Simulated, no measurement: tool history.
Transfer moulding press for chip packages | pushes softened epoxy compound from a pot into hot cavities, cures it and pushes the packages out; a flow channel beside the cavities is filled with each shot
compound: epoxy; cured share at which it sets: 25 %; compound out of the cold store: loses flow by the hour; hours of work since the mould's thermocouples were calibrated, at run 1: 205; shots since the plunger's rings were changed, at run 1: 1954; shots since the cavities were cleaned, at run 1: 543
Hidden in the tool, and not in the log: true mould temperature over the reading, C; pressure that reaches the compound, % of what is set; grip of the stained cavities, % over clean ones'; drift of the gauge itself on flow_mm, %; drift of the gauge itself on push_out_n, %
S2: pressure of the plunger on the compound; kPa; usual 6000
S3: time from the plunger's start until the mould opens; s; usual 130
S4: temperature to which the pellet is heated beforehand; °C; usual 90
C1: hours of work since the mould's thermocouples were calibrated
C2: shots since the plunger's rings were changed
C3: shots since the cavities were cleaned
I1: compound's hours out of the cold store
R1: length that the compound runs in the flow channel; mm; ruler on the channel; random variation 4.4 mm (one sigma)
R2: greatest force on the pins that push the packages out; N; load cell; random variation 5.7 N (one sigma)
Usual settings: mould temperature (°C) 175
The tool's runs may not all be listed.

Run 1, hour 0.0: usual settings; C1 205; C2 1954; C3 543; I1 34.0. Result: R1 686 mm, R2 267 N.
At hour 13.1: cavities cleaned with cleaning compound and waxed.
Run 2, hour 37.9: usual settings but S2 5410 kPa; C1 224; C2 2229; C3 188; I1 15.8. Result: R1 679 mm, R2 223 N.
Run 3, hour 63.2: usual settings but S3 118 s; C1 238; C2 2420; C3 379; I1 36.2. Result: R1 676 mm, R2 274 N.
At hour 99.3: cavities cleaned with cleaning compound and waxed.
Run 4, hour 103.1: usual settings but S3 118 s; C1 258; C2 2710; C3 29; I1 14.1. Result: R1 723 mm, R2 228 N.
Run 5, hour 136.0: usual settings; C1 275; C2 2959; C3 278; I1 21.5. Result: R1 698 mm, R2 237 N.
Run 6, hour 179.0: usual settings; C1 298; C2 3283; C3 602; I1 39.1. Result: R1 651 mm, R2 262 N.
At hour 187.6: cavities cleaned with cleaning compound and waxed.
Run 7, hour 217.0: usual settings but S2 6420 kPa; C1 317; C2 3559; C3 222; I1 23.9. Result: R1 719 mm, R2 223 N.
Run 8, hour 266.7: usual settings but S2 6420 kPa; C1 343; C2 3935; C3 598; I1 33.3. Result: R1 694 mm, R2 258 N.
At hour 274.3: cavities cleaned with cleaning compound and waxed.
Run 9, hour 320.2: usual settings but S2 6420 kPa; C1 370; C2 4327; C3 346; I1 8.9. Result: R1 744 mm, R2 255 N.
At hour 361.3: cavities cleaned with cleaning compound and waxed.
Run 10, hour 368.2: usual settings but S2 6420 kPa; C1 395; C2 4678; C3 52; I1 21.7. Result: R1 712 mm, R2 196 N.
Run 11, hour 399.1: usual settings but S2 5970 kPa; C1 411; C2 4912; C3 286; I1 25.2. Result: R1 672 mm, R2 231 N.
At hour 447.8: cavities cleaned with cleaning compound and waxed.
Run 12, hour 448.5: usual settings but S2 5970 kPa; C1 436; C2 5274; C3 6; I1 11.4. Result: R1 702 mm, R2 191 N.
Run 13, hour 472.6: usual settings but S2 5970 kPa; C1 448; C2 5455; C3 187; I1 9.9. Result: R1 706 mm, R2 223 N.
At hour 490.0: plunger's sealing rings changed.
Run 14, hour 518.1: usual settings but S4 87 °C; C1 471; C2 212; C3 512; I1 18.9. Result: R1 737 mm, R2 254 N.
At hour 537.7: cavities cleaned with cleaning compound and waxed.
Run 15, hour 546.0: usual settings but S4 87 °C; C1 485; C2 412; C3 63; I1 45.0. Result: R1 670 mm, R2 202 N.
Run 16, hour 584.6: usual settings but mould temperature (°C) 176, S2 5250 kPa, S3 166 s, S4 93 °C; C1 505; C2 704; C3 355; I1 27.6. Result: R1 665 mm, R2 227 N.
Run 17, hour 617.4: usual settings but mould temperature (°C) 176, S2 5250 kPa, S3 166 s, S4 96 °C; C1 522; C2 952; C3 603; I1 21.6. Result: R1 670 mm, R2 235 N.
At hour 623.7: cavities cleaned with cleaning compound and waxed.
Run 18, hour 648.3: usual settings but mould temperature (°C) 171, S2 4700 kPa, S3 140 s; C1 538; C2 1174; C3 186; I1 32.9. Result: R1 618 mm, R2 231 N.
Run 19, hour 679.4: usual settings but mould temperature (°C) 171, S2 4700 kPa, S3 140 s; C1 554; C2 1409; C3 421; I1 46.8. Result: R1 587 mm, R2 252 N.
At hour 710.0: cavities cleaned with cleaning compound and waxed.
Run 20, hour 711.0: usual settings but mould temperature (°C) 177, S2 5760 kPa, S3 123 s, S4 88 °C; C1 570; C2 1636; C3 8; I1 27.7. Result: R1 677 mm, R2 195 N.
Run 21, hour 762.1: usual settings but mould temperature (°C) 177, S2 5760 kPa, S3 123 s, S4 88 °C; C1 597; C2 2022; C3 394; I1 15.6. Result: R1 703 mm, R2 241 N.
Run 22, hour 786.2: usual settings but mould temperature (°C) 177, S2 5760 kPa, S3 123 s, S4 88 °C; C1 609; C2 2203; C3 575; I1 13.5. Result: R1 710 mm, R2 264 N.
At hour 796.2: cavities cleaned with cleaning compound and waxed.
Run 23, hour 810.5: usual settings but S2 5550 kPa, S4 81 °C; C1 621; C2 2376; C3 108; I1 36.0. Result: R1 642 mm, R2 223 N.
Run 24, hour 851.7: usual settings but mould temperature (°C) 173, S2 5550 kPa, S4 81 °C; C1 643; C2 2687; C3 419; I1 30.2. Result: R1 660 mm, R2 248 N.
At hour 881.5: cavities cleaned with cleaning compound and waxed.
Run 25, hour 892.9: usual settings but mould temperature (°C) 173, S2 4610 kPa, S3 161 s, S4 81 °C; C1 664; C2 2987; C3 86; I1 37.3. Result: R1 583 mm, R2 212 N.
Run 26, hour 941.0: usual settings but mould temperature (°C) 173, S2 5740 kPa, S3 161 s, S4 96 °C; C1 689; C2 3350; C3 449; I1 39.2. Result: R1 648 mm, R2 242 N.
At hour 966.6: cavities cleaned with cleaning compound and waxed.
At hour 976.3: mould's thermocouples calibrated.
Run 27, hour 995.0: usual settings but mould temperature (°C) 173, S2 5340 kPa, S3 161 s, S4 96 °C; C1 10; C2 3732; C3 200; I1 12.3. Result: R1 685 mm, R2 214 N.
Run 28, hour 1017.2: usual settings but mould temperature (°C) 172, S2 6020 kPa, S4 100 °C; C1 21; C2 3900; C3 368; I1 20.2. Result: R1 713 mm, R2 275 N.

4 ways to go on from here, each from the tool as it stands after run 28. What would each give?
At hour 1054.4: cavities cleaned with cleaning compound and waxed.
Run A, hour 1054.4: usual settings but mould temperature (°C) 183, S2 5670 kPa, S3 114 s, S4 100 °C; C1 40; C2 4169; C3 0; I1 14.0. Result: R1 ?, R2 ?.
At hour 1054.4: cavities cleaned with cleaning compound and waxed.
Run B, hour 1054.4: usual settings but mould temperature (°C) 179, S2 6020 kPa, S4 100 °C; C1 40; C2 4169; C3 0; I1 35.9. Result: R1 ?, R2 ?.
At hour 1054.4: cavities cleaned with cleaning compound and waxed.
Run C, hour 1054.4: usual settings but mould temperature (°C) 182, S2 6020 kPa, S4 94 °C; C1 40; C2 4169; C3 0; I1 17.1. Result: R1 ?, R2 ?.
At hour 1054.4: cavities cleaned with cleaning compound and waxed.
Run D, hour 1054.4: usual settings but mould temperature (°C) 172, S2 6020 kPa, S3 157 s, S4 100 °C; C1 40; C2 4169; C3 0; I1 43.3. Result: R1 ?, R2 ?.

run   R1   R2
  A  672  201
  B  652  194
  C  695  189
  D  651  200
Without the tool's hidden state the same runs would have given:
run   R1   R2
  A  705  199
  B  685  192
  C  730  188
  D  683  198

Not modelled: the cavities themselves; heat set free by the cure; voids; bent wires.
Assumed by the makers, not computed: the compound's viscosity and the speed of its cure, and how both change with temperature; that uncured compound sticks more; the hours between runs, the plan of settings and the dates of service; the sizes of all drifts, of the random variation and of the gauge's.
